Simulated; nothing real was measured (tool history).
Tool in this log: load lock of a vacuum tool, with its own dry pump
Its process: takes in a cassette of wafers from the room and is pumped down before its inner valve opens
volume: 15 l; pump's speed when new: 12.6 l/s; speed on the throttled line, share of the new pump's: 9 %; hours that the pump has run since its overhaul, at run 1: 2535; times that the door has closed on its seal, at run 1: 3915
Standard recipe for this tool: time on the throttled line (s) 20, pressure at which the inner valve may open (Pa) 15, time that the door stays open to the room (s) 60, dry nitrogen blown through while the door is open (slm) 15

| run | day | time on the throttled line (s) | pressure at which the inner valve may open (Pa) | time that the door stays open to the room (s) | dry nitrogen blown through while the door is open (slm) | hours that the pump has run since its overhaul | times that the door has closed on its seal | incoming humidity of the room's air, % | time from the closed door until the inner valve may open (s) | rise of the pressure with all valves shut (Pa/min) |
|---|---|---|---|---|---|---|---|---|---|---|
| 1 | 0.000 | 20 | 15 | 60 | 15 | 2535 | 3915 | 43.1 | 29.7 | 0.077 |
| 2 | 8.850 | 20 | 15 | 60 | 15 | 2748 | 4472 | 45.2 | 29.7 | 0.074 |
| 3 | 16.075 | 20 | 15 | 60 | 15 | 2921 | 4926 | 47.3 | 29.4 | 0.077 |
| 4 | 24.079 | 20 | 15 | 60 | 15 | 3113 | 5430 | 42.7 | 29.5 | 0.076 |
| 5 | 30.662 | 20 | 15 | 60 | 15 | 3271 | 5845 | 46.0 | 29.4 | 0.083 |
| 6 | 37.754 | 20 | 15 | 60 | 15 | 3441 | 6291 | 45.5 | 29.9 | 0.078 |
| 7 | 43.967 | 20 | 15 | 60 | 15 | 3590 | 6682 | 44.1 | 30.0 | 0.074 |
| 8 | 52.088 | 20 | 15 | 60 | 15 | 3785 | 7193 | 48.1 | 29.7 | 0.087 |
| 9 | 61.396 | 20 | 15 | 60 | 15 | 4009 | 7779 | 42.0 | 29.6 | 0.089 |
| 10 | 69.804 | 20 | 15 | 60 | 12 | 4210 | 8309 | 46.0 | 30.3 | 0.085 |
| 11 | 80.442 | 20 | 15 | 60 | 15 | 4466 | 8978 | 43.9 | 29.7 | 0.081 |
| 12 | 87.983 | 20 | 15 | 60 | 5 | 4647 | 9453 | 46.0 | 29.8 | 0.109 |
| 13 | 98.838 | 20 | 15 | 60 | 5 | 4907 | 10136 | 44.6 | 30.2 | 0.107 |
| 14 | 107.946 | 20 | 15 | 60 | 5 | 5126 | 10709 | 41.2 | 30.7 | 0.100 |
| 15 | 117.183 | 20 | 15 | 60 | 5 | 5348 | 11291 | 47.7 | 30.4 | 0.114 |
| 16 | 124.717 | 20 | 15 | 60 | 5 | 5528 | 11765 | 46.7 | 30.1 | 0.112 |
| 17 | 132.367 | 20 | 15 | 60 | 15 | 5712 | 12246 | 43.4 | 30.6 | 0.084 |
| 18 | 142.717 | 20 | 15 | 60 | 15 | 5960 | 12898 | 47.1 | 30.5 | 0.095 |
| 19 | 151.125 | 20 | 15 | 60 | 15 | 6162 | 13427 | 42.4 | 30.0 | 0.095 |
| 20 | 159.188 | 16 | 23 | 33 | 15 | 6356 | 13934 | 46.6 | 26.1 | 0.076 |
| 21 | 167.488 | 16 | 23 | 33 | 15 | 6555 | 14457 | 47.8 | 25.6 | 0.072 |
| 22 | 177.767 | 20 | 15 | 28 | 15 | 6802 | 15104 | 45.5 | 30.7 | 0.073 |
| 23 | 188.804 | 11 | 15 | 83 | 15 | 7066 | 15799 | 48.0 | 22.7 | 0.121 |
| 24 | 196.275 | 19 | 22 | 60 | 15 | 7246 | 16269 | 42.8 | 29.6 | 0.099 |
| 25 | 204.854 | 19 | 22 | 60 | 15 | 7452 | 16809 | 46.6 | 29.1 | 0.106 |
| 26 | 214.971 | 12 | 13 | 29 | 22 | 7694 | 17446 | 44.4 | 23.4 | 0.075 |
| 27 | 225.954 | 26 | 21 | 134 | 15 | 7958 | 18137 | 46.1 | 35.8 | 0.156 |
| 28 | 235.488 | 26 | 21 | 134 | 15 | 8187 | 18737 | 46.6 | 35.7 | 0.155 |
| 29 | 242.092 | 26 | 21 | 134 | 17 | 8345 | 19153 | 46.2 | 36.1 | 0.154 |
| 30 | 246.967 | 26 | 21 | 134 | 17 | 8462 | 19459 | 44.3 | 35.9 | 0.144 |
| 31 | 252.767 | 26 | 21 | 134 | 17 | 8602 | 19825 | 43.0 | 35.9 | 0.143 |
| 32 | 263.279 | 35 | 14 | 159 | 5 | 8854 | 20486 | 45.1 | 44.7 | 0.205 |
| 33 | 272.954 | 34 | 15 | 94 | 15 | 9086 | 21095 | 45.1 | 43.7 | 0.140 |
| 34 | 279.296 | 20 | 21 | 60 | 15 | 9238 | 21494 | 46.7 | 30.9 | 0.118 |
| 35 | 287.608 | 36 | 14 | 176 | 19 | 9438 | 22018 | 43.9 | 45.2 | 0.167 |
| 36 | 292.458 | 24 | 10 | 176 | 7 | 9554 | 22323 | 47.4 | 35.3 | 0.215 |
| 37 | 302.950 | 20 | 15 | 94 | 27 | 9806 | 22983 | 44.4 | 32.0 | 0.119 |

Measured result minus the same run's result without the hidden state. Both carry the same run-to-run variation, though not necessarily the same gauge scatter:
Hidden state present: pump's speed, % of a new pump's; leak at the door's seal, Pa l/s; drift of the gauge itself on ready_s, %; drift of the gauge itself on rise_pa_min, %.
| run | time from the closed door until the inner valve may open (s) | rise of the pressure with all valves shut (Pa/min) |
|---|---|---|
| 1 | +0.7 | +0.009 |
| 2 | +0.8 | +0.010 |
| 3 | +0.8 | +0.011 |
| 4 | +0.9 | +0.012 |
| 5 | +0.9 | +0.013 |
| 6 | +0.9 | +0.013 |
| 7 | +1.0 | +0.014 |
| 8 | +1.0 | +0.015 |
| 9 | +1.1 | +0.016 |
| 10 | +1.2 | +0.017 |
| 11 | +1.2 | +0.017 |
| 12 | +1.3 | +0.019 |
| 13 | +1.4 | +0.020 |
| 14 | +1.4 | +0.021 |
| 15 | +1.5 | +0.022 |
| 16 | +1.5 | +0.023 |
| 17 | +1.6 | +0.024 |
| 18 | +1.7 | +0.026 |
| 19 | +1.7 | +0.027 |
| 20 | +1.7 | +0.029 |
| 21 | +1.8 | +0.028 |
| 22 | +1.9 | +0.031 |
| 23 | +2.2 | +0.032 |
| 24 | +2.0 | +0.034 |
| 25 | +2.0 | +0.036 |
| 26 | +2.4 | +0.037 |
| 27 | +2.1 | +0.040 |
| 28 | +2.2 | +0.040 |
| 29 | +2.1 | +0.042 |
| 30 | +2.2 | +0.042 |
| 31 | +2.2 | +0.044 |
| 32 | +2.3 | +0.046 |
| 33 | +2.3 | +0.047 |
| 34 | +2.6 | +0.049 |
| 35 | +2.3 | +0.050 |
| 36 | +2.9 | +0.051 |
| 37 | +3.0 | +0.054 |

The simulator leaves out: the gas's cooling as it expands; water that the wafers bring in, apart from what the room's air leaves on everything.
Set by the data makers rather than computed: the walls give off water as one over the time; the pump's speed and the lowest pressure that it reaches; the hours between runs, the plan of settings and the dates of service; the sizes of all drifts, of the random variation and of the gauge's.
